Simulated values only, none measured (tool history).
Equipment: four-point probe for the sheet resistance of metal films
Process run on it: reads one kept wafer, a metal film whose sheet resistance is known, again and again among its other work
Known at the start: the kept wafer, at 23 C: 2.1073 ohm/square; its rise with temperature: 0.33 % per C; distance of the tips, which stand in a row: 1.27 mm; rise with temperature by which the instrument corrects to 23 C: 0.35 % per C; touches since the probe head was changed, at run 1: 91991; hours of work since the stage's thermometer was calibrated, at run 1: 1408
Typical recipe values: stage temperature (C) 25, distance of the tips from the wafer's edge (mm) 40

run     day  stage temperature (C)  distance of the tips from the wafer's edge (mm)  touches since the probe head was changed  hours of work since the stage's thermometer was calibrated  sheet resistance as the instrument gives it (ohm/square)
  1       0                     25                                               40                                     91991                                                        1408                                                   2.12806
       2.05  -- stage's thermometer calibrated
  2   2.692                     34                                               40                                     93392                                                           7                                                  2.125708
  3    6.35                     34                                               40                                     95311                                                          50                                                  2.126585
  4     8.4                     25                                               40                                     96386                                                          74                                                  2.130177
  5   13.05                     25                                               40                                     98825                                                         128                                                  2.131133
  6  17.329                     25                                               40                                    101068                                                         178                                                  2.131587
  7  19.592                     25                                               40                                    102255                                                         205                                                  2.131752
  8  21.708                     25                                                7                                    103365                                                         229                                                  2.167255
  9  25.746                     25                                                7                                    105482                                                         276                                                  2.167504
 10  29.992                     25                                                7                                    107709                                                         326                                                  2.168792
 11  33.392                     18                                                8                                    109492                                                         366                                                  2.163638
 12  36.504                     23                                               20                                    111125                                                         402                                                  2.136682
 13  38.467                     28                                               19                                    112153                                                         425                                                  2.134804
 14  40.525                     25                                                5                                    113233                                                         449                                                  2.202988
 15  45.154                     25                                                5                                    115659                                                         503                                                  2.203516
 16  48.917                     27                                               53                                    117632                                                         547                                                  2.132085
 17  52.408                     25                                                5                                    119465                                                         588                                                  2.203694

Table of differences, measured result less the result of that run with no hidden state. Run-to-run variation is the same in both. Gauge scatter possibly is not:
Hidden state at play: inner tips' distance over the nominal, %; tips' flats over new ones', %; wafer's true temperature over the reading, C; drift of the gauge itself on sheet_ohm, %.
run  sheet resistance as the instrument gives it (ohm/square)
  1                                                  +0.02091
  2                                                 +0.023232
  3                                                 +0.023424
  4                                                 +0.023544
  5                                                 +0.023785
  6                                                 +0.023998
  7                                                 +0.024121
  8                                                 +0.024577
  9                                                 +0.024757
 10                                                 +0.024979
 11                                                 +0.025061
 12                                                 +0.024974
 13                                                 +0.025073
 14                                                 +0.025893
 15                                                 +0.026121
 16                                                 +0.025542
 17                                                 +0.026483
